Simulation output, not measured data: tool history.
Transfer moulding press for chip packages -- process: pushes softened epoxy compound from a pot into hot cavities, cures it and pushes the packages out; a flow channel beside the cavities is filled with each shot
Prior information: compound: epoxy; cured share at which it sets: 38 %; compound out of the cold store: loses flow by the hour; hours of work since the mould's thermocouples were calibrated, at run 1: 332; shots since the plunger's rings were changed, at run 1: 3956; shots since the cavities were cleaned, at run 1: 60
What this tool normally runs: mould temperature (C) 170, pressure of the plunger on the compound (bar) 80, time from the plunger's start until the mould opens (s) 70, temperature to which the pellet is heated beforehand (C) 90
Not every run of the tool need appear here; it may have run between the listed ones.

run     day  mould temperature (C)  pressure of the plunger on the compound (bar)  time from the plunger's start until the mould opens (s)  temperature to which the pellet is heated beforehand (C)  hours of work since the mould's thermocouples were calibrated  shots since the plunger's rings were changed  shots since the cavities were cleaned  incoming compound's hours out of the cold store  length that the compound runs in the flow channel (mm)  greatest force on the pins that push the packages out (N)
  1       0                    170                                             80                                                       70                                                        90                                                            332                                          3956                                     60                                             46.7                                                     708                                                        300
      2.658  -- cavities cleaned with cleaning compound and waxed
      3.612  -- plunger's sealing rings changed
  2     3.8                    170                                             80                                                       70                                                        89                                                            370                                            44                                    252                                             18.8                                                     852                                                        323
      5.388  -- cavities cleaned with cleaning compound and waxed
  3   7.175                    170                                             80                                                       66                                                        90                                                            404                                           853                                    437                                             18.2                                                     844                                                        377
      8.058  -- cavities cleaned with cleaning compound and waxed
  4   8.912                    171                                             80                                                       66                                                        90                                                            421                                          1262                                    209                                             21.2                                                     820                                                        337
     10.854  -- cavities cleaned with cleaning compound and waxed
  5  12.383                    171                                             80                                                       66                                                        90                                                            456                                          2093                                    373                                             26.2                                                     802                                                        360
       13.7  -- cavities cleaned with cleaning compound and waxed
  6  14.796                    171                                             80                                                       66                                                        90                                                            480                                          2666                                    268                                             29.2                                                     781                                                        333
     16.321  -- cavities cleaned with cleaning compound and waxed
  7  16.992                    171                                           71.2                                                       66                                                        90                                                            502                                          3187                                    164                                             27.6                                                     728                                                        333
  8  18.683                    170                                             80                                                       70                                                        90                                                            520                                          3599                                    576                                               16                                                     823                                                        369
     19.075  -- mould's thermocouples calibrated
     19.138  -- cavities cleaned with cleaning compound and waxed
     21.858  -- cavities cleaned with cleaning compound and waxed
  9  22.183                    170                                             80                                                       70                                                        90                                                             31                                          4401                                     79                                             13.2                                                     823                                                        299
     23.921  -- plunger's sealing rings changed
     24.692  -- cavities cleaned with cleaning compound and waxed
 10  24.904                    170                                             80                                                       70                                                        90                                                             57                                           224                                     52                                             30.2                                                     805                                                        289
 11  27.096                    170                                             80                                                       70                                                        90                                                             80                                           758                                    586                                             41.2                                                     757                                                        341
     27.471  -- cavities cleaned with cleaning compound and waxed
     30.375  -- cavities cleaned with cleaning compound and waxed
 12  30.729                    170                                             80                                                       70                                                        90                                                            116                                          1614                                     86                                             33.8                                                     765                                                        289
     32.754  -- mould's thermocouples calibrated, once more
     33.354  -- cavities cleaned with cleaning compound and waxed
 13  33.433                    170                                             80                                                       70                                                        90                                                              6                                          2239                                     20                                             19.7                                                     828                                                        308
     36.162  -- cavities cleaned with cleaning compound and waxed
 14  36.733                    170                                             80                                                       70                                                        90                                                             40                                          3028                                    139                                             21.2                                                     807                                                        317
     38.875  -- cavities cleaned with cleaning compound and waxed
 15  39.292                    170                                           95.8                                                       64                                                        88                                                             65                                          3637                                    102                                             29.1                                                     856                                                        344
 16  41.404                    178                                           84.6                                                       91                                                        93                                                             87                                          4152                                    617                                             14.8                                                     817                                                        341
     41.679  -- cavities cleaned with cleaning compound and waxed
 17  43.608                    166                                           70.4                                                       91                                                        96                                                            109                                          4675                                    471                                             21.8                                                     763                                                        342
     44.042  -- plunger's sealing rings changed
     44.512  -- cavities cleaned with cleaning compound and waxed
 18  46.046                    170                                           93.8                                                       81                                                        90                                                            133                                           474                                    374                                             23.3                                                     896                                                        332
     47.267  -- cavities cleaned with cleaning compound and waxed
 19  49.579                    171                                           86.3                                                       70                                                        94                                                            169                                          1321                                    565                                             30.6                                                     821                                                        357
     49.983  -- cavities cleaned with cleaning compound and waxed
 20  51.671                    171                                           66.4                                                       83                                                        96                                                            190                                          1816                                    412                                             31.6                                                     711                                                        323
     52.629  -- cavities cleaned with cleaning compound and waxed
 21  53.392                    171                                           66.4                                                       83                                                        96                                                            207                                          2221                                    187                                             35.1                                                     696                                                        299
     55.492  -- cavities cleaned with cleaning compound and waxed
 22    56.6                    168                                             80                                                       70                                                        85                                                            239                                          2988                                    271                                             41.8                                                     744                                                        362
     58.288  -- cavities cleaned with cleaning compound and waxed
 23  59.946                    168                                           66.2                                                       50                                                        87                                                            273                                          3788                                    404                                             28.8                                                     710                                                        723
     61.017  -- cavities cleaned with cleaning compound and waxed
 24  62.925                    168                                           66.2                                                       50                                                        87                                                            303                                          4500                                    466                                             36.3                                                     683                                                        726
     63.812  -- cavities cleaned with cleaning compound and waxed
     64.171  -- plunger's sealing rings changed
     66.617  -- cavities cleaned with cleaning compound and waxed
 25  66.754                    171                                           98.8                                                       70                                                        90                                                            340                                           614                                     33                                             11.8                                                     977                                                        292
 26  68.575                    170                                           73.2                                                       70                                                        90                                                            359                                          1058                                    477                                              8.9                                                     850                                                        370
     69.421  -- cavities cleaned with cleaning compound and waxed
     72.262  -- cavities cleaned with cleaning compound and waxed
 27    72.4                    170                                           89.9                                                      106                                                        88                                                            397                                          1961                                     34                                             47.3                                                     779                                                        286

Describe how what the log doesn't record of the tool's condition differs between the last listed run preceding each entry between runs and the first listed run following it.
Between runs 1 and 2: cavities cleaned with cleaning compound and waxed (day 2.658); plunger's sealing rings changed (day 3.612)
  true mould temperature over the reading, C: 0.91 -> 0.96; pressure that reaches the compound, % of what is set: 89.66 -> 99.57; grip of the stained cavities, % over clean ones': 5.8 -> 14.7
  the result without the hidden state subtracted from the measured one, length that the compound runs in the flow channel (mm): -43 -> -6; greatest force on the pins that push the packages out (N): +10 -> +33
Between runs 2 and 3: cavities cleaned with cleaning compound and waxed (day 5.388)
  true mould temperature over the reading, C: 0.96 -> 1; pressure that reaches the compound, % of what is set: 99.57 -> 97.45; grip of the stained cavities, % over clean ones': 14.7 -> 21.8
  the result without the hidden state subtracted from the measured one, length that the compound runs in the flow channel (mm): -6 -> -15; greatest force on the pins that push the packages out (N): +33 -> +55
Between runs 3 and 4: cavities cleaned with cleaning compound and waxed (day 8.058)
  true mould temperature over the reading, C: 1 -> 1.02; pressure that reaches the compound, % of what is set: 97.45 -> 96.38; grip of the stained cavities, % over clean ones': 21.8 -> 13.6
  the result without the hidden state subtracted from the measured one, length that the compound runs in the flow channel (mm): -15 -> -19; greatest force on the pins that push the packages out (N): +55 -> +30
Between runs 4 and 5: cavities cleaned with cleaning compound and waxed (day 10.854)
  true mould temperature over the reading, C: 1.02 -> 1.07; pressure that reaches the compound, % of what is set: 96.38 -> 94.24; grip of the stained cavities, % over clean ones': 13.6 -> 19.7
  the result without the hidden state subtracted from the measured one, length that the compound runs in the flow channel (mm): -19 -> -28; greatest force on the pins that push the packages out (N): +30 -> +49
Between runs 5 and 6: cavities cleaned with cleaning compound and waxed (day 13.7)
  true mould temperature over the reading, C: 1.07 -> 1.1; pressure that reaches the compound, % of what is set: 94.24 -> 92.71; grip of the stained cavities, % over clean ones': 19.7 -> 15.8
  the result without the hidden state subtracted from the measured one, length that the compound runs in the flow channel (mm): -28 -> -35; greatest force on the pins that push the packages out (N): +49 -> +36
Between runs 6 and 7: cavities cleaned with cleaning compound and waxed (day 16.321)
  true mould temperature over the reading, C: 1.1 -> 1.13; pressure that reaches the compound, % of what is set: 92.71 -> 91.25; grip of the stained cavities, % over clean ones': 15.8 -> 10.4
  the result without the hidden state subtracted from the measured one, length that the compound runs in the flow channel (mm): -35 -> -38; greatest force on the pins that push the packages out (N): +36 -> +21
Between runs 8 and 9: mould's thermocouples calibrated (day 19.075); cavities cleaned with cleaning compound and waxed (day 19.138); cavities cleaned with cleaning compound and waxed (day 21.858)
  true mould temperature over the reading, C: 1.15 -> 1.94; pressure that reaches the compound, % of what is set: 90.21 -> 88.16; grip of the stained cavities, % over clean ones': 27.9 -> 6.8
  the result without the hidden state subtracted from the measured one, length that the compound runs in the flow channel (mm): -48 -> -62; greatest force on the pins that push the packages out (N): +70 -> +3
Between runs 9 and 10: plunger's sealing rings changed (day 23.921); cavities cleaned with cleaning compound and waxed (day 24.692)
  true mould temperature over the reading, C: 1.94 -> 1.97; pressure that reaches the compound, % of what is set: 88.16 -> 99.2; grip of the stained cavities, % over clean ones': 6.8 -> 5.6
  the result without the hidden state subtracted from the measured one, length that the compound runs in the flow channel (mm): -62 -> -11; greatest force on the pins that push the packages out (N): +3 -> +1
Between runs 11 and 12: cavities cleaned with cleaning compound and waxed (day 27.471); cavities cleaned with cleaning compound and waxed (day 30.375)
  true mould temperature over the reading, C: 2 -> 2.04; pressure that reaches the compound, % of what is set: 97.85 -> 95.7; grip of the stained cavities, % over clean ones': 26.8 -> 5.6
  the result without the hidden state subtracted from the measured one, length that the compound runs in the flow channel (mm): -15 -> -25; greatest force on the pins that push the packages out (N): +61 -> +2
Between runs 12 and 13: mould's thermocouples calibrated, once more (day 32.754); cavities cleaned with cleaning compound and waxed (day 33.354)
  true mould temperature over the reading, C: 2.04 -> 0.18; pressure that reaches the compound, % of what is set: 95.7 -> 94.15; grip of the stained cavities, % over clean ones': 5.6 -> 2.2
  the result without the hidden state subtracted from the measured one, length that the compound runs in the flow channel (mm): -25 -> -26; greatest force on the pins that push the packages out (N): +2 -> +4
Between runs 13 and 14: cavities cleaned with cleaning compound and waxed (day 36.162)
  true mould temperature over the reading, C: 0.18 -> 0.23; pressure that reaches the compound, % of what is set: 94.15 -> 91.96; grip of the stained cavities, % over clean ones': 2.2 -> 11.9
  the result without the hidden state subtracted from the measured one, length that the compound runs in the flow channel (mm): -26 -> -36; greatest force on the pins that push the packages out (N): +4 -> +32
Between runs 14 and 15: cavities cleaned with cleaning compound and waxed (day 38.875)
  true mould temperature over the reading, C: 0.23 -> 0.26; pressure that reaches the compound, % of what is set: 91.96 -> 90.37; grip of the stained cavities, % over clean ones': 11.9 -> 7
  the result without the hidden state subtracted from the measured one, length that the compound runs in the flow channel (mm): -36 -> -46; greatest force on the pins that push the packages out (N): +32 -> +18
Between runs 16 and 17: cavities cleaned with cleaning compound and waxed (day 41.679)
  true mould temperature over the reading, C: 0.29 -> 0.31; pressure that reaches the compound, % of what is set: 88.89 -> 87.45; grip of the stained cavities, % over clean ones': 28 -> 23.2
  the result without the hidden state subtracted from the measured one, length that the compound runs in the flow channel (mm): -51 -> -55; greatest force on the pins that push the packages out (N): +73 -> +62
Between runs 17 and 18: plunger's sealing rings changed (day 44.042); cavities cleaned with cleaning compound and waxed (day 44.512)
  true mould temperature over the reading, C: 0.31 -> 0.34; pressure that reaches the compound, % of what is set: 87.45 -> 98.28; grip of the stained cavities, % over clean ones': 23.2 -> 20.5
  the result without the hidden state subtracted from the measured one, length that the compound runs in the flow channel (mm): -55 -> -9; greatest force on the pins that push the packages out (N): +62 -> +55
Between runs 18 and 19: cavities cleaned with cleaning compound and waxed (day 47.267)
  true mould temperature over the reading, C: 0.34 -> 0.39; pressure that reaches the compound, % of what is set: 98.28 -> 96.11; grip of the stained cavities, % over clean ones': 20.5 -> 25.8
  the result without the hidden state subtracted from the measured one, length that the compound runs in the flow channel (mm): -9 -> -18; greatest force on the pins that push the packages out (N): +55 -> +70
Between runs 19 and 20: cavities cleaned with cleaning compound and waxed (day 49.983)
  true mould temperature over the reading, C: 0.39 -> 0.42; pressure that reaches the compound, % of what is set: 96.11 -> 94.94; grip of the stained cavities, % over clean ones': 25.8 -> 22.9
  the result without the hidden state subtracted from the measured one, length that the compound runs in the flow channel (mm): -18 -> -20; greatest force on the pins that push the packages out (N): +70 -> +61
Between runs 20 and 21: cavities cleaned with cleaning compound and waxed (day 52.629)
  true mould temperature over the reading, C: 0.42 -> 0.44; pressure that reaches the compound, % of what is set: 94.94 -> 93.68; grip of the stained cavities, % over clean ones': 22.9 -> 12.4
  the result without the hidden state subtracted from the measured one, length that the compound runs in the flow channel (mm): -20 -> -24; greatest force on the pins that push the packages out (N): +61 -> +32
Between runs 21 and 22: cavities cleaned with cleaning compound and waxed (day 55.492)
  true mould temperature over the reading, C: 0.44 -> 0.48; pressure that reaches the compound, % of what is set: 93.68 -> 91.68; grip of the stained cavities, % over clean ones': 12.4 -> 18.1
  the result without the hidden state subtracted from the measured one, length that the compound runs in the flow channel (mm): -24 -> -35; greatest force on the pins that push the packages out (N): +32 -> +51
Between runs 22 and 23: cavities cleaned with cleaning compound and waxed (day 58.288)
  true mould temperature over the reading, C: 0.48 -> 0.52; pressure that reaches the compound, % of what is set: 91.68 -> 89.7; grip of the stained cavities, % over clean ones': 18.1 -> 21.9
  the result without the hidden state subtracted from the measured one, length that the compound runs in the flow channel (mm): -35 -> -41; greatest force on the pins that push the packages out (N): +51 -> +107
Between runs 23 and 24: cavities cleaned with cleaning compound and waxed (day 61.017)
  true mould temperature over the reading, C: 0.52 -> 0.56; pressure that reaches the compound, % of what is set: 89.7 -> 87.91; grip of the stained cavities, % over clean ones': 21.9 -> 22.9
  the result without the hidden state subtracted from the measured one, length that the compound runs in the flow channel (mm): -41 -> -47; greatest force on the pins that push the packages out (N): +107 -> +111
Between runs 24 and 25: cavities cleaned with cleaning compound and waxed (day 63.812); plunger's sealing rings changed (day 64.171); cavities cleaned with cleaning compound and waxed (day 66.617)
  true mould temperature over the reading, C: 0.56 -> 0.61; pressure that reaches the compound, % of what is set: 87.91 -> 98.06; grip of the stained cavities, % over clean ones': 22.9 -> 2.6
  the result without the hidden state subtracted from the measured one, length that the compound runs in the flow channel (mm): -47 -> -13; greatest force on the pins that push the packages out (N): +111 -> +3
Between runs 26 and 27: cavities cleaned with cleaning compound and waxed (day 69.421); cavities cleaned with cleaning compound and waxed (day 72.262)
  true mould temperature over the reading, C: 0.63 -> 0.68; pressure that reaches the compound, % of what is set: 97.09 -> 94.66; grip of the stained cavities, % over clean ones': 22.8 -> 2.7
  the result without the hidden state subtracted from the measured one, length that the compound runs in the flow channel (mm): -15 -> -24; greatest force on the pins that push the packages out (N): +62 -> +7

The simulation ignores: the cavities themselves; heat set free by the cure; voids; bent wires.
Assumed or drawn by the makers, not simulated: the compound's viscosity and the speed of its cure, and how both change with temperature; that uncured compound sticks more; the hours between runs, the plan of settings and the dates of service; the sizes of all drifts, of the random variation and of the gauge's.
